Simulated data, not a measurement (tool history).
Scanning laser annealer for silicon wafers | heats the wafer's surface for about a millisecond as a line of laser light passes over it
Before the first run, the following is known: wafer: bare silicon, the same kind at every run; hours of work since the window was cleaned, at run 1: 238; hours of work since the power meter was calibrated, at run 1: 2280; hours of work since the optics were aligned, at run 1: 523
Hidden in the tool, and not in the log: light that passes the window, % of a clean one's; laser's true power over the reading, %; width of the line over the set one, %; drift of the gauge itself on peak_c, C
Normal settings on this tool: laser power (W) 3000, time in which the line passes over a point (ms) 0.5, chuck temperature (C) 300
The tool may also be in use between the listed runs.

run,day,laser power (W),time in which the line passes over a point (ms),chuck temperature (C),hours of work since the window was cleaned,hours of work since the power meter was calibrated,hours of work since the optics were aligned,highest temperature of the surface (C)
1,0,3000,0.5,300,238,2280,523,1070
2,3.438,3000,0.5,300,300,2342,585,1068
3,5.988,3000,0.5,300,346,2388,631,1062
4,8.621,3000,0.5,300,394,2435,679,1063
5,10.2,3000,0.5,300,422,2464,707,1060
6,13.038,3000,0.5,300,473,2515,758,1057
7,16.038,3000,0.5,300,527,2569,813,1057
8,19.125,3000,0.5,300,583,2625,868,1054
# day 20.362: window over the wafer cleaned
9,22.475,3000,0.5,300,38,2684,927,1040
10,25.129,3000,0.5,300,86,2732,975,1035
11,26.846,3000,0.5,300,117,2763,1006,1036
12,29.308,3000,0.5,300,161,2807,1050,1034
13,31.338,3000,0.5,300,198,2844,1087,1030
14,33.029,3000,0.5,338,228,2874,1117,1070
# day 34.533: optics aligned, line set to its width
15,35.654,3000,0.5,338,272,2918,20,1080
16,37.283,3000,0.5,271,301,2947,50,1011
17,39.992,2840,0.5,300,350,2996,98,1001
# day 41.596: window over the wafer cleaned, once more
18,42.9,2696,0.608,300,24,3047,149,1080
19,45.117,2988,0.454,302,63,3087,189,1033
20,48.442,2931,0.471,300,123,3147,249,1029
21,50.708,3206,0.537,277,164,3188,290,1133
22,54.225,3206,0.537,277,228,3251,354,1121
23,56.988,3206,0.454,324,277,3301,403,1096
24,59.488,3206,0.454,324,323,3346,448,1094

What does the tool deliver on the next run?
25,62.962,3206,0.454,324,385,3409,511,?

highest temperature of the surface (C): 1093
With the hidden condition absent and the run-to-run variation left alone, this run would have shown highest temperature of the surface (C) 1126.
